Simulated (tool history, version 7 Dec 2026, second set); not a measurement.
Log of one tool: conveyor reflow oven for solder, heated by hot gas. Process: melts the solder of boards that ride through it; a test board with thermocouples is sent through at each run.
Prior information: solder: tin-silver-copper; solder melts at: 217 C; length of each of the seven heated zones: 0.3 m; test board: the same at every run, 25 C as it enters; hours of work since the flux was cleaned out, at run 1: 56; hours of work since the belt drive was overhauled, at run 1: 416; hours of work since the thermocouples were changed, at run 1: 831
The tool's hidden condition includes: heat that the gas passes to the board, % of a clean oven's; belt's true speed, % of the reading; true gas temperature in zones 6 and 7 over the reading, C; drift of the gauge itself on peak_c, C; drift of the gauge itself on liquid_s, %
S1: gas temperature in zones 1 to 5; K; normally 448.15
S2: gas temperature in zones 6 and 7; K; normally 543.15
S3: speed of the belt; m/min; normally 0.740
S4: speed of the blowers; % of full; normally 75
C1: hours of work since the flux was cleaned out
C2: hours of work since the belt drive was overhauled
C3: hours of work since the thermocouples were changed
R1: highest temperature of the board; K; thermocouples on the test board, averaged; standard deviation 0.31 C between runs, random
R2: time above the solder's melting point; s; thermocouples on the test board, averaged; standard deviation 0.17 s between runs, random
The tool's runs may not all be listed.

| run | hour | S1 | S2 | S3 | S4 | C1 | C2 | C3 | R1 | R2 |
|---|---|---|---|---|---|---|---|---|---|---|
| 1 | 0.0 | 448.15 | 543.15 | 0.740 | 75 | 56 | 416 | 831 | 529.45 | 38.3 |
| 2 | 10.5 | 448.15 | 543.15 | 0.740 | 75 | 63 | 422 | 838 | 529.25 | 38.5 |
| 3 | 30.8 | 448.15 | 537.15 | 0.740 | 75 | 76 | 436 | 851 | 524.65 | 36.2 |
| 4 | 44.1 | 448.15 | 543.15 | 0.740 | 69 | 85 | 445 | 860 | 527.65 | 37.5 |
| 5 | 65.7 | 448.15 | 543.15 | 0.740 | 69 | 99 | 459 | 874 | 527.45 | 37.6 |
| 6 | 78.6 | 448.15 | 543.15 | 0.740 | 69 | 108 | 467 | 882 | 526.85 | 37.8 |
| 7 | 97.6 | 448.15 | 543.15 | 0.740 | 69 | 120 | 480 | 895 | 528.15 | 37.4 |
| 8 | 120.4 | 448.15 | 543.15 | 0.740 | 69 | 135 | 495 | 910 | 527.35 | 37.4 |
| 9 | 143.2 | 448.15 | 543.15 | 0.740 | 69 | 150 | 510 | 925 | 526.85 | 37.4 |
|  | 150.3 | flux residue cleaned out of gas plates and filters |
| 10 | 158.5 | 448.15 | 543.15 | 0.740 | 69 | 5 | 517 | 932 | 527.25 | 36.9 |
| 11 | 177.4 | 448.15 | 543.15 | 0.740 | 69 | 18 | 529 | 944 | 527.65 | 37.5 |
| 12 | 198.5 | 448.15 | 543.15 | 0.740 | 75 | 32 | 543 | 958 | 529.55 | 37.9 |
| 13 | 214.6 | 451.15 | 551.15 | 0.725 | 75 | 42 | 553 | 969 | 536.75 | 42.6 |
|  | 226.9 | flux residue cleaned out of gas plates and filters, once more |
| 14 | 233.8 | 435.15 | 549.15 | 0.725 | 65 | 5 | 563 | 978 | 531.15 | 36.8 |
| 15 | 246.4 | 435.15 | 549.15 | 0.725 | 65 | 13 | 571 | 986 | 530.95 | 36.9 |
| 16 | 260.3 | 436.15 | 551.15 | 0.725 | 82 | 22 | 580 | 995 | 537.45 | 39.9 |
| 17 | 277.2 | 450.15 | 551.15 | 0.725 | 76 | 33 | 591 | 1007 | 538.55 | 42.8 |
| 18 | 298.4 | 450.15 | 551.15 | 0.725 | 76 | 47 | 605 | 1020 | 537.45 | 42.9 |

Run 19 comes next. What will it give?
| 19 | 321.1 | 443.15 | 554.15 | 0.711 | 54 | 62 | 620 | 1035 | ? | ? |

R1: 533.55 K
R2: 39.7 s
Had the tool carried no hidden state, the very same run would have given R1 531.55 K, R2 38.7 s.
